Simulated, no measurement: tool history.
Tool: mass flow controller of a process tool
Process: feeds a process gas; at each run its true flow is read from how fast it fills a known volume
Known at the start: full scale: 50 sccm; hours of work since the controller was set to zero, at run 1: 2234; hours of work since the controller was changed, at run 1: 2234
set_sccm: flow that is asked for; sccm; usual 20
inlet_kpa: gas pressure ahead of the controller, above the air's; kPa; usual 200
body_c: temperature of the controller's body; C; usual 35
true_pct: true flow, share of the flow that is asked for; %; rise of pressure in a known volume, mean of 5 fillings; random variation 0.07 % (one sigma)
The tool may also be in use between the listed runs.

run      day  set_sccm  inlet_kpa  body_c  hours of work since the controller was set to zero  hours of work since the controller was changed  true_pct
  1        0        20        200      35                                                2234                                            2234     99.15
  2    2.758        20        200      35                                                2283                                            2283     99.41
  3    5.388        20        200      35                                                2330                                            2330     99.36
  4    9.108        20        200      35                                                2396                                            2396     99.36
  5   11.421        20        200      35                                                2437                                            2437     99.37
  6   14.725        20        200      38                                                2496                                            2496     99.71
  7   17.604        20        200      35                                                2547                                            2547     99.51
  8   22.296         5        200      35                                                2630                                            2630     98.91
  9   25.533        20        208      35                                                2687                                            2687      99.6
 10   30.083        20        208      23                                                2768                                            2768     99.11
 11   34.183        29        200      35                                                2841                                            2841    100.02
 12   37.792        29        200      35                                                2905                                            2905       100
 13    41.25        29        200      33                                                2966                                            2966    100.18
 14   43.842        20        200      28                                                3012                                            3012     99.59
 15   47.312        20        200      28                                                3074                                            3074     99.45
 16   51.458        20        200      35                                                3148                                            3148     99.85
 17   53.525        20        200      35                                                3184                                            3184    100.01
 18   56.508        20        200      35                                                3237                                            3237     99.89
 19   60.058        20        200      35                                                3300                                            3300    100.02
 20   64.608        20        200      35                                                3381                                            3381    100.08
 21   67.208        20        200      23                                                3427                                            3427      99.6
 22   70.238        20        200      23                                                3481                                            3481     99.63
 23   74.196        20        200      36                                                3551                                            3551    100.32
 24   77.558        20        200      36                                                3611                                            3611    100.38
 25   80.875         6        141      24                                                3670                                            3670     99.61
 26   85.204         6        141      24                                                3746                                            3746     99.61
 27   89.483        13        222      21                                                3822                                            3822     99.34
 28   92.575        13        222      21                                                3877                                            3877     99.54
 29   96.342        13        222      21                                                3944                                            3944      99.4
 30   99.121        13        222      21                                                3993                                            3993     99.46
 31  101.054        11        175      25                                                4028                                            4028     99.96
 32  104.346        11        175      25                                                4086                                            4086    100.02
 33  108.279        38        200      39                                                4156                                            4156    101.67
 34  110.962        38        200      39                                                4204                                            4204     101.6
     113.004  -- gauge calibrated
 35  114.108        38        271      30                                                4259                                            4259     99.39
 36  117.058        49        224      31                                                4312                                            4312    100.11
 37  121.588        49        224      31                                                4392                                            4392    100.18
 38  125.983        20        173      21                                                4470                                            4470        99
 39  130.383        20        173      21                                                4548                                            4548     99.16
 40  134.167        19        199      22                                                4615                                            4615     98.96
 41  136.988        20        171      25                                                4665                                            4665     99.28
 42  141.533        11        196      35                                                4746                                            4746      99.3
 43  144.246         6        229      34                                                4794                                            4794     98.73
 44  148.046        15        228      22                                                4862                                            4862     98.79
 45  152.075        22        228      21                                                4933                                            4933     99.17
 46  155.375        47        172      21                                                4992                                            4992    100.39

How the hidden state differs across the entries between the runs, from the last listed run before each to the first after it:
Between runs 34 and 35: gauge calibrated (day 113.004)
  drift of the gauge itself on true_pct, %: 1.44 -> 0.01
  measured less the result without the state, true_pct: +1.45 -> +0.02 %

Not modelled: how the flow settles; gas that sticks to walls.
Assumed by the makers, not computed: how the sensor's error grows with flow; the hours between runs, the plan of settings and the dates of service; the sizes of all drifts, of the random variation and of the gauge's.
